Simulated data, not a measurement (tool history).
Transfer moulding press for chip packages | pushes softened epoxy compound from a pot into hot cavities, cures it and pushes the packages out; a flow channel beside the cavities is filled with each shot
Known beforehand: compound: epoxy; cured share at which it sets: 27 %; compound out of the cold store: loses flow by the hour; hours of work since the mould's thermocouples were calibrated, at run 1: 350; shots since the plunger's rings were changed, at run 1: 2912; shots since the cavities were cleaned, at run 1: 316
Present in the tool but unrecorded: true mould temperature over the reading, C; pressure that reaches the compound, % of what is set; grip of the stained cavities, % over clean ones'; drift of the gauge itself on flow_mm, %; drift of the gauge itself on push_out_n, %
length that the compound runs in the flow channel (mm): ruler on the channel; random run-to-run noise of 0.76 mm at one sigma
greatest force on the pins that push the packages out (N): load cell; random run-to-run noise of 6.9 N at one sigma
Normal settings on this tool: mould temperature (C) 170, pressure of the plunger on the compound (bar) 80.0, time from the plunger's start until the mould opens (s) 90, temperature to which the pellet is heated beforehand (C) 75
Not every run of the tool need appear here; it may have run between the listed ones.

run   hour  mould temperature (C)  pressure of the plunger on the compound (bar)  time from the plunger's start until the mould opens (s)  temperature to which the pellet is heated beforehand (C)  hours of work since the mould's thermocouples were calibrated  shots since the plunger's rings were changed  shots since the cavities were cleaned  incoming compound's hours out of the cold store  length that the compound runs in the flow channel (mm)  greatest force on the pins that push the packages out (N)
  1    0.0                    170                                           80.0                                                       90                                                        75                                                            350                                          2912                                    316                                             18.1                                                   864.9                                                        418
       5.6  -- plunger's sealing rings changed
  2   22.1                    170                                           80.0                                                       90                                                        75                                                            359                                           144                                    488                                             40.0                                                   768.2                                                        430
      45.3  -- cavities cleaned with cleaning compound and waxed
  3   62.0                    170                                           80.0                                                       90                                                        75                                                            377                                           482                                    147                                             21.9                                                   859.7                                                        365
      77.9  -- mould's thermocouples calibrated
  4  103.4                    170                                           80.0                                                       90                                                        75                                                             12                                           827                                    492                                             19.3                                                   868.9                                                        420
     125.9  -- cavities cleaned with cleaning compound and waxed
  5  131.0                    170                                           80.0                                                       90                                                        75                                                             24                                          1057                                     46                                             32.0                                                   802.4                                                        304
  6  163.3                    170                                           80.0                                                       90                                                        84                                                             39                                          1340                                    329                                             23.6                                                   842.8                                                        401
  7  186.1                    170                                           80.0                                                       90                                                        84                                                             49                                          1540                                    529                                             32.0                                                   798.6                                                        428
     203.5  -- cavities cleaned with cleaning compound and waxed
  8  213.7                    170                                           80.0                                                       90                                                        84                                                             61                                          1769                                     89                                             31.6                                                   798.3                                                        321
  9  236.3                    170                                           80.0                                                       90                                                        84                                                             72                                          1967                                    287                                             47.4                                                   723.5                                                        349
 10  260.0                    174                                           80.0                                                       90                                                        84                                                             83                                          2175                                    495                                             12.7                                                   891.5                                                        385
     280.0  -- cavities cleaned with cleaning compound and waxed
 11  297.7                    170                                           80.0                                                       90                                                        75                                                            100                                          2494                                    156                                             21.3                                                   849.3                                                        364
 12  331.0                    170                                           80.0                                                       90                                                        75                                                            115                                          2786                                    448                                             34.5                                                   780.5                                                        400
     351.3  -- plunger's sealing rings changed
 13  355.1                    170                                           80.0                                                       90                                                        75                                                            125                                            33                                    637                                             20.9                                                   865.2                                                        428
     358.8  -- cavities cleaned with cleaning compound and waxed
 14  397.4                    170                                           80.0                                                       90                                                        75                                                            144                                           391                                    339                                             32.0                                                   805.1                                                        407
     434.4  -- cavities cleaned with cleaning compound and waxed
 15  434.4                    170                                           80.0                                                       90                                                        75                                                            160                                           703                                      0                                             43.0                                                   749.3                                                        281
 16  462.2                    169                                           74.6                                                      104                                                        68                                                            173                                           947                                    244                                             23.5                                                   819.7                                                        340
 17  493.0                    169                                           88.6                                                      104                                                        68                                                            187                                          1218                                    515                                             18.5                                                   918.8                                                        395
     511.2  -- cavities cleaned with cleaning compound and waxed
 18  529.7                    169                                           94.4                                                      104                                                        68                                                            204                                          1526                                    162                                             10.3                                                   999.1                                                        322
 19  555.6                    170                                           69.2                                                       96                                                        83                                                            216                                          1753                                    389                                             17.6                                                   812.7                                                        382
     586.8  -- cavities cleaned with cleaning compound and waxed
 20  594.6                    166                                           97.1                                                       99                                                        78                                                            233                                          2083                                     69                                             42.3                                                   831.0                                                        326
 21  623.3                    166                                           97.1                                                       99                                                        78                                                            246                                          2335                                    321                                             37.5                                                   854.5                                                        417
 22  642.5                    175                                           82.9                                                      127                                                        78                                                            255                                          2503                                    489                                             30.0                                                   811.0                                                        366
     663.9  -- cavities cleaned with cleaning compound and waxed
 23  684.8                    174                                           64.3                                                       70                                                        75                                                            274                                          2861                                    183                                             46.4                                                   644.3                                                        444
     697.5  -- plunger's sealing rings changed
 24  728.9                    163                                           64.3                                                       70                                                        72                                                            293                                           277                                    549                                             24.1                                                   770.7                                                       1213
     741.9  -- cavities cleaned with cleaning compound and waxed
 25  773.2                    170                                           63.3                                                      126                                                        66                                                            313                                           652                                    274                                             21.0                                                   765.1                                                        316
 26  795.4                    170                                           63.6                                                      126                                                        80                                                            323                                           847                                    469                                             15.1                                                   793.4                                                        353
     820.1  -- cavities cleaned with cleaning compound and waxed
 27  820.5                    169                                           73.4                                                       78                                                        78                                                            334                                          1054                                      3                                             31.2                                                   772.9                                                        403

What does the tool deliver on the next run?
 28  842.1                    170                                           65.6                                                       90                                                        75                                                            344                                          1244                                    193                                             32.3                                                       ?                                                          ?

Run 28 came out at length that the compound runs in the flow channel (mm) 723.6, greatest force on the pins that push the packages out (N) 362.
If the tool had no hidden condition, the same run with the same run-to-run variation would have returned length that the compound runs in the flow channel (mm) 731.3, greatest force on the pins that push the packages out (N) 274.
